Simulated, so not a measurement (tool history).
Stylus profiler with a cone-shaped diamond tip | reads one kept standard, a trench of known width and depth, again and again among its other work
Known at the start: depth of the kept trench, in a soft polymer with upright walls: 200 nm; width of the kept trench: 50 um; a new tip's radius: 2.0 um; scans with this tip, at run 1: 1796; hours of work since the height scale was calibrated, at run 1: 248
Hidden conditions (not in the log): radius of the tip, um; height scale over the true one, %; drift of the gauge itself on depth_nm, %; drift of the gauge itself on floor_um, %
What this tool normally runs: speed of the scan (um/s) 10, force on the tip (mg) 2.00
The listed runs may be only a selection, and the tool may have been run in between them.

run,day,speed of the scan (um/s),force on the tip (mg),scans with this tip,hours of work since the height scale was calibrated,depth of the trench (Å),width of the trench's floor (um)
1,0.000,10,2.00,1796,248,2009.3,48.15
2,1.025,10,2.00,1930,266,2009.3,48.15
3,1.929,5,2.00,2049,283,2009.0,48.12
4,2.425,5,2.00,2114,292,2006.9,48.15
# day 2.512: height scale calibrated on a step standard
5,2.996,35,2.00,2186,9,2007.3,48.02
6,3.496,35,2.00,2252,18,2006.0,48.00
7,4.354,5,1.17,2364,33,2002.1,48.14
# day 4.471: height scale calibrated on a step standard, once more
8,5.433,4,1.36,2503,17,2009.5,48.15
9,6.525,8,1.76,2646,37,2011.2,48.08
10,7.179,10,0.81,2731,49,2007.3,48.06
11,8.038,9,3.82,2844,65,2018.0,48.16
12,8.579,9,3.82,2915,74,2018.3,48.12

What differs in the tool's unlogged condition from the final listed run ahead of each entry between runs to the first listed run following it?
Runs 4 to 5: height scale calibrated on a step standard (day 2.512)
  radius of the tip, um: 2.17 -> 2.18; height scale over the true one, %: -0.164 -> -0.261
  measured value less the no-hidden-state value, depth of the trench (Å): -3.3 -> -5.2; width of the trench's floor (um): -0.07 -> -0.08
Runs 7 to 8: height scale calibrated on a step standard, once more (day 4.471)
  radius of the tip, um: 2.2 -> 2.22; height scale over the true one, %: -0.273 -> 0.016
  measured value less the no-hidden-state value, depth of the trench (Å): -5.5 -> +0.3; width of the trench's floor (um): -0.09 -> -0.10
